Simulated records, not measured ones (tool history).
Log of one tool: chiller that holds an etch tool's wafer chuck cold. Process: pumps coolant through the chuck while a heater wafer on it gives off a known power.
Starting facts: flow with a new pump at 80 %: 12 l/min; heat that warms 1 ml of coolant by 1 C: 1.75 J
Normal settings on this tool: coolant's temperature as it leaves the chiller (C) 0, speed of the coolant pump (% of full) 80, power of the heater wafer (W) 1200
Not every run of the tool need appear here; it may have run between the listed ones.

run	hour	coolant's temperature as it leaves the chiller (C)	speed of the coolant pump (% of full)	power of the heater wafer (W)	chuck's temperature once it has settled (C)	how much warmer the coolant comes back (C)
1	0	0	80	1200	10.4	3.54
2	29.3	0	80	714	6.3	2.08
3	54.4	0	80	1594	13.9	4.63
4	77	10	80	1594	23.7	4.67
5	96.3	10	80	1594	23.7	4.76
6	112.8	10	80	1594	24	4.7
7	127.1	10	80	1594	23.9	4.67
8	143.1	6	80	1594	19.8	4.67
9	164.7	6	80	1594	19.7	4.74
10	184	6	80	1594	20	4.75
11	199.6	6	80	1594	19.9	4.72
12	217.4	6	80	1594	19.8	4.72
13	246.9	6	80	1594	20	4.7
14	267.6	-3	79	1084	6.8	3.25
15	290	0	72	996	9.3	3.32
16	313.5	5	60	1402	19.6	5.55
17	340	5	60	1402	19.4	5.56
18	367.1	-8	80	812	-0.6	2.43

What if the next run were any one of these 3? Each begins from the tool's condition after run 18:
A	381.9	2	70	752	?	?
B	381.9	-8	82	1697	?	?
C	381.9	0	86	1200	?	?

run	chuck's temperature once it has settled (C)	how much warmer the coolant comes back (C)
A	9.3	2.59
B	6.9	4.89
C	10.3	3.26
Without the tool's hidden state the same runs would have given:
run	chuck's temperature once it has settled (C)	how much warmer the coolant comes back (C)
A	8.6	2.5
B	5.6	4.72
C	9.3	3.15

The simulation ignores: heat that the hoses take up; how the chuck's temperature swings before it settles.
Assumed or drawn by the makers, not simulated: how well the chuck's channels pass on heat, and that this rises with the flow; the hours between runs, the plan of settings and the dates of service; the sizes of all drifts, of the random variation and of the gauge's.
